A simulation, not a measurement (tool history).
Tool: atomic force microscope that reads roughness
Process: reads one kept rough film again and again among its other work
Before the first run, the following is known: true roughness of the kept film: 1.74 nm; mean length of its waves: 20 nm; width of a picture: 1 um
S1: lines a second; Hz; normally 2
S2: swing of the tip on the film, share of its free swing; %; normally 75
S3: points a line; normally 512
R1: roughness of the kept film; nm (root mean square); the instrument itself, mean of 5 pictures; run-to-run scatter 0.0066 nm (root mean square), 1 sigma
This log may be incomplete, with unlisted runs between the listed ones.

Run 1, hour 0: usual settings. Result: R1 1.293 nm (root mean square).
Run 2, hour 6.2: usual settings. Result: R1 1.312 nm (root mean square).
Run 3, hour 14.8: usual settings. Result: R1 1.305 nm (root mean square).
Run 4, hour 19.1: usual settings. Result: R1 1.305 nm (root mean square).
Run 5, hour 26.5: usual settings. Result: R1 1.308 nm (root mean square).
Run 6, hour 30.6: usual settings. Result: R1 1.306 nm (root mean square).
Run 7, hour 35.5: usual settings. Result: R1 1.31 nm (root mean square).
Run 8, hour 44.4: usual settings. Result: R1 1.295 nm (root mean square).
Run 9, hour 51.2: usual settings but S1 0.66 Hz. Result: R1 1.455 nm (root mean square).
Run 10, hour 56.1: usual settings but S1 2.11 Hz. Result: R1 1.281 nm (root mean square).
Run 11, hour 64.9: usual settings but S1 2.11 Hz. Result: R1 1.29 nm (root mean square).
Run 12, hour 74: usual settings but S1 2.11 Hz. Result: R1 1.308 nm (root mean square).
Run 13, hour 81.4: usual settings but S1 0.77 Hz. Result: R1 1.431 nm (root mean square).
Run 14, hour 90.7: usual settings but S1 0.77 Hz. Result: R1 1.438 nm (root mean square).
Run 15, hour 100.1: usual settings but S1 0.77 Hz. Result: R1 1.429 nm (root mean square).
At hour 105.3: new tip fitted.
Run 16, hour 108.5: usual settings. Result: R1 1.306 nm (root mean square).
Run 17, hour 112.5: usual settings. Result: R1 1.316 nm (root mean square).
Run 18, hour 117: usual settings. Result: R1 1.297 nm (root mean square).
Run 19, hour 121.9: usual settings but S2 60 %. Result: R1 1.436 nm (root mean square).
Run 20, hour 130.7: usual settings but S1 2.36 Hz, S2 88 %. Result: R1 1.102 nm (root mean square).
Run 21, hour 139.8: usual settings but S3 603. Result: R1 1.313 nm (root mean square).
Run 22, hour 148.9: usual settings but S3 736. Result: R1 1.314 nm (root mean square).
Run 23, hour 157.2: usual settings but S2 58 %, S3 736. Result: R1 1.458 nm (root mean square).
Run 24, hour 164.1: usual settings but S2 58 %, S3 736. Result: R1 1.466 nm (root mean square).
Run 25, hour 170.4: usual settings but S1 0.93 Hz, S2 58 %, S3 379. Result: R1 1.484 nm (root mean square).
Run 26, hour 179.3: usual settings but S1 0.93 Hz, S2 58 %, S3 379. Result: R1 1.495 nm (root mean square).
Run 27, hour 186.2: usual settings but S1 2.7 Hz, S2 59 %. Result: R1 1.399 nm (root mean square).
Run 28, hour 192.2: usual settings but S1 2.7 Hz, S2 59 %. Result: R1 1.407 nm (root mean square).
Run 29, hour 196.3: usual settings but S2 66 %, S3 613. Result: R1 1.406 nm (root mean square).
Run 30, hour 200.7: usual settings but S2 59 %. Result: R1 1.433 nm (root mean square).
Run 31, hour 207.2: usual settings but S1 3.99 Hz, S2 68 %, S3 1013. Result: R1 1.257 nm (root mean square).
Run 32, hour 216: usual settings but S1 2.49 Hz, S2 62 %. Result: R1 1.392 nm (root mean square).
Run 33, hour 220.5: usual settings but S1 2.55 Hz, S2 70 %, S3 696. Result: R1 1.315 nm (root mean square).
Run 34, hour 228.5: usual settings but S1 1.43 Hz, S2 88 %, S3 546. Result: R1 1.234 nm (root mean square).
Run 35, hour 232.7: usual settings but S1 1.43 Hz, S2 88 %, S3 546. Result: R1 1.243 nm (root mean square).
Run 36, hour 238.7: usual settings but S1 1.43 Hz, S2 85 %, S3 800. Result: R1 1.282 nm (root mean square).
Run 37, hour 246: usual settings but S1 1.43 Hz, S2 85 %, S3 800. Result: R1 1.293 nm (root mean square).

Each row is a separate what-if for the run after 37, all from the same tool condition, not one after another. Results?
Run A, hour 249.9: usual settings but S1 0.58 Hz. Result: R1 ?.
Run B, hour 249.9: usual settings but S1 0.51 Hz, S2 62 %, S3 585. Result: R1 ?.
Run C, hour 249.9: usual settings but S1 3.67 Hz, S2 80 %, S3 416. Result: R1 ?.
Run D, hour 249.9: usual settings but S1 1.43 Hz, S2 85 %, S3 918. Result: R1 ?.
Run E, hour 249.9: usual settings but S1 1.05 Hz. Result: R1 ?.

run     R1
  A   1.46
  B  1.507
  C  1.088
  D  1.275
  E  1.405
Without the tool's unlogged condition, the same runs would have read:
run     R1
  A  1.463
  B   1.51
  C   1.09
  D  1.277
  E  1.407
